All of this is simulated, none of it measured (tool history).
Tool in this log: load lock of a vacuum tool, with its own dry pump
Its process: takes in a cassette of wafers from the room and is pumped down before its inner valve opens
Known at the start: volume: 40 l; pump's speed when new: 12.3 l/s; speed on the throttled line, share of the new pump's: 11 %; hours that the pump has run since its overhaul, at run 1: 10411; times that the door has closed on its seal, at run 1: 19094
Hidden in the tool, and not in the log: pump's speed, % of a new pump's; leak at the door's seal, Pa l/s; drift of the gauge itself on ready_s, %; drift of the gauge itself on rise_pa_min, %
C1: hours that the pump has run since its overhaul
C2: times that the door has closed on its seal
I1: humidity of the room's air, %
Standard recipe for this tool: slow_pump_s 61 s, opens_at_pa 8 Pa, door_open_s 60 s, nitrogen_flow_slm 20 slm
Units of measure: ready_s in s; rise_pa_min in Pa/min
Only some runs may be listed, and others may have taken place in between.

run 1 day=0.000 | slow_pump_s=61 opens_at_pa=8 door_open_s=60 nitrogen_flow_slm=20 | C1=10411 C2=19094 | I1=47.2 | ready_s=90.0 rise_pa_min=0.253
run 2 day=5.617 | slow_pump_s=61 opens_at_pa=8 door_open_s=60 nitrogen_flow_slm=20 | C1=10546 C2=19462 | I1=44.8 | ready_s=91.4 rise_pa_min=0.263
run 3 day=13.050 | slow_pump_s=61 opens_at_pa=8 door_open_s=60 nitrogen_flow_slm=20 | C1=10724 C2=19950 | I1=48.4 | ready_s=91.3 rise_pa_min=0.278
run 4 day=23.204 | slow_pump_s=61 opens_at_pa=8 door_open_s=60 nitrogen_flow_slm=20 | C1=10968 C2=20615 | I1=47.0 | ready_s=90.9 rise_pa_min=0.281
run 5 day=31.500 | slow_pump_s=61 opens_at_pa=8 door_open_s=60 nitrogen_flow_slm=20 | C1=11167 C2=21159 | I1=46.7 | ready_s=91.9 rise_pa_min=0.292
run 6 day=40.850 | slow_pump_s=61 opens_at_pa=8 door_open_s=60 nitrogen_flow_slm=20 | C1=11391 C2=21772 | I1=43.8 | ready_s=91.3 rise_pa_min=0.306
-- day=48.383 dry pump taken out, an overhauled one fitted
run 7 day=51.529 | slow_pump_s=61 opens_at_pa=8 door_open_s=60 nitrogen_flow_slm=20 | C1=76 C2=22456 | I1=46.3 | ready_s=86.1 rise_pa_min=0.317
run 8 day=59.788 | slow_pump_s=61 opens_at_pa=8 door_open_s=60 nitrogen_flow_slm=20 | C1=274 C2=22997 | I1=44.6 | ready_s=84.7 rise_pa_min=0.326
run 9 day=68.988 | slow_pump_s=30 opens_at_pa=9 door_open_s=40 nitrogen_flow_slm=5 | C1=495 C2=23600 | I1=47.8 | ready_s=57.1 rise_pa_min=0.340
run 10 day=78.854 | slow_pump_s=40 opens_at_pa=8 door_open_s=60 nitrogen_flow_slm=36 | C1=731 C2=24247 | I1=46.1 | ready_s=66.5 rise_pa_min=0.344
run 11 day=88.046 | slow_pump_s=41 opens_at_pa=10 door_open_s=60 nitrogen_flow_slm=6 | C1=952 C2=24850 | I1=45.0 | ready_s=67.6 rise_pa_min=0.384
run 12 day=98.596 | slow_pump_s=79 opens_at_pa=10 door_open_s=60 nitrogen_flow_slm=6 | C1=1205 C2=25541 | I1=47.2 | ready_s=100.0 rise_pa_min=0.402
run 13 day=107.496 | slow_pump_s=36 opens_at_pa=9 door_open_s=133 nitrogen_flow_slm=20 | C1=1419 C2=26125 | I1=46.0 | ready_s=63.7 rise_pa_min=0.421
run 14 day=112.817 | slow_pump_s=61 opens_at_pa=8 door_open_s=87 nitrogen_flow_slm=23 | C1=1546 C2=26474 | I1=46.8 | ready_s=86.2 rise_pa_min=0.412
run 15 day=117.454 | slow_pump_s=61 opens_at_pa=8 door_open_s=87 nitrogen_flow_slm=23 | C1=1658 C2=26778 | I1=44.9 | ready_s=86.2 rise_pa_min=0.419

Predict each of these 4 candidate next runs independently; none follows another, all start after run 15:
run A day=128.433 | slow_pump_s=61 opens_at_pa=10 door_open_s=199 nitrogen_flow_slm=23 | C1=1921 C2=27498 | I1=42.8 | ready_s=? rise_pa_min=?
run B day=128.433 | slow_pump_s=61 opens_at_pa=8 door_open_s=34 nitrogen_flow_slm=35 | C1=1921 C2=27498 | I1=47.1 | ready_s=? rise_pa_min=?
run C day=128.433 | slow_pump_s=78 opens_at_pa=15 door_open_s=87 nitrogen_flow_slm=5 | C1=1921 C2=27498 | I1=43.0 | ready_s=? rise_pa_min=?
run D day=128.433 | slow_pump_s=65 opens_at_pa=14 door_open_s=87 nitrogen_flow_slm=11 | C1=1921 C2=27498 | I1=44.7 | ready_s=? rise_pa_min=?

run=A ready_s=85.4 rise_pa_min=0.477
run=B ready_s=86.6 rise_pa_min=0.420
run=C ready_s=100.3 rise_pa_min=0.453
run=D ready_s=88.8 rise_pa_min=0.442
Without the tool's unlogged condition, the same runs would have read:
run=A ready_s=84.6 rise_pa_min=0.092
run=B ready_s=85.8 rise_pa_min=0.033
run=C ready_s=99.7 rise_pa_min=0.072
run=D ready_s=88.0 rise_pa_min=0.067
